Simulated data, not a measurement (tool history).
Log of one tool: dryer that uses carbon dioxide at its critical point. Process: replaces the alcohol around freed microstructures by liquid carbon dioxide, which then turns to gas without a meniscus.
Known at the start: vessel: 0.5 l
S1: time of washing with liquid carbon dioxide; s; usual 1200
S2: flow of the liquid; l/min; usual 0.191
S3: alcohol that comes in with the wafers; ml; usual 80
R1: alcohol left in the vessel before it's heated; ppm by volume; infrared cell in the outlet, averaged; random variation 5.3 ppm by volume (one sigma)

run,day,S1,S2,S3,R1
1,0,1200,0.191,80,294
2,1.45,1200,0.191,80,288
3,2.662,1200,0.191,80,301
4,4.638,1200,0.191,31,217
5,6.542,1200,0.191,31,236
6,8.246,1200,0.26,80,178
7,9.717,1200,0.26,80,181
8,10.662,1200,0.26,80,179
9,11.942,1200,0.26,80,198
10,13.117,1200,0.26,80,190
11,14.446,1200,0.26,80,192
# day 15.379: purifier's bed changed
12,15.646,1200,0.117,80,3150
13,17.358,1200,0.117,80,3246
14,18.642,1200,0.117,80,3280
# day 18.842: inlet filter changed
15,20.321,1200,0.191,80,132
16,21.662,1200,0.191,80,150
17,23.079,1200,0.184,80,201
18,24.708,1200,0.184,80,205
19,25.912,1200,0.314,80,32
20,27.5,1200,0.314,80,45
21,29.383,1620,0.314,80,36
22,31.267,1200,0.239,80,84
23,32.175,840,0.202,80,1072
24,33.688,840,0.202,80,1121
25,34.6,1140,0.191,80,335
26,36.442,900,0.19,61,936
27,37.475,1200,0.191,74,278
28,38.725,840,0.127,79,7396
29,40.45,1920,0.191,29,84
30,42.079,840,0.191,43,1032
31,43.667,1200,0.225,80,183
32,44.942,1080,0.225,80,290
33,46.271,1080,0.225,80,315
# day 46.608: inlet filter changed
34,47.317,1080,0.231,91,170
35,48.788,1080,0.177,91,555
36,49.942,1200,0.279,59,120
37,51.008,1200,0.279,59,112
38,52.454,1680,0.279,59,122
39,54.408,1680,0.279,59,128
40,56.046,1140,0.14,59,1052
41,57.783,780,0.248,52,464
42,59.346,840,0.185,63,1410
43,60.308,840,0.185,49,1158
44,61.771,840,0.197,80,1444

Forecast each of these 5 alternatives for the next run:
A,63.133,960,0.191,22,?
B,63.133,840,0.183,88,?
C,63.133,840,0.121,26,?
D,63.133,1260,0.197,75,?
E,63.133,1200,0.232,88,?

run,R1
A,366
B,2193
C,2888
D,268
E,211
Without the tool's hidden state the same runs would have given:
run,R1
A,136
B,1326
C,2049
D,62
E,33
